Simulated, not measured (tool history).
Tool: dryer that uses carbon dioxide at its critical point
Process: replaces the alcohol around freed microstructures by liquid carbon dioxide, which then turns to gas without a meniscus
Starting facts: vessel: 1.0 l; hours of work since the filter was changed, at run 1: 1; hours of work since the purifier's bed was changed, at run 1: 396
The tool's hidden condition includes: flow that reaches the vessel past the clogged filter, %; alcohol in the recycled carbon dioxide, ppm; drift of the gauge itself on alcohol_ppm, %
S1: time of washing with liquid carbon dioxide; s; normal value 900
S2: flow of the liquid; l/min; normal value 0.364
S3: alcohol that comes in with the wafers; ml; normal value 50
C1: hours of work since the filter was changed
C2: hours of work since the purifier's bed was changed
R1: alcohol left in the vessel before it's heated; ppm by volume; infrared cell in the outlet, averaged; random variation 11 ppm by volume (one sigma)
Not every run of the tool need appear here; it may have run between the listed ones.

run   hour    S1     S2  S3   C1   C2    R1
  1      0   900  0.364  50    1  396   839
  2   13.3   900  0.364  50    7  402   846
  3   35.2   900  0.364  50   17  412   849
  4     53   900  0.364  50   25  420   881
  5   67.5   900  0.364  50   32  427   854
  6   85.5   900  0.266  50   40  435  2640
  7  103.1   900  0.364  50   48  443   877
  8  121.4   900  0.364  50   56  451   898
  9    144   900  0.364  50   67  462   914
 10  154.1   900  0.364  50   71  466   890
 11  167.4   900  0.364  50   77  472   900
 12  178.7   720  0.291  50   82  477  3722
 13  200.2   900  0.364  68   92  487  1211
 14  212.9   900  0.278  20   98  493  1063
 15  231.4   900  0.278  20  106  501  1056
 16  248.9   900  0.278  20  114  509  1051
 17  267.2   840  0.278  59  123  518  3426
 18  282.3   840  0.278  59  130  525  3406
     294.4  -- purifier's bed changed
 19  300.3   600  0.278  59  136    3  7424
 20  318.3  1380  0.559  50  145   11     3
 21  331.9  1380  0.559  50  151   17    21
 22  341.6  1380  0.559  50  155   21     6

Consider 5 possible next runs. They are alternatives, not a sequence: every one starts from the tool as it was left by run 22. What does each give?
  A  363.5  1380  0.263  50  165  31   ?
  B  363.5   900  0.337  56  165  31   ?
  C  363.5   600  0.334  50  165  31   ?
  D  363.5   900  0.228  50  165  31   ?
  E  363.5  1380  0.426  32  165  31   ?

run    R1
  A   600
  B  1225
  C  4064
  D  4078
  E    30
Had the tool no hidden state, the same runs would have come out as:
run    R1
  A   497
  B  1046
  C  3673
  D  3690
  E    13
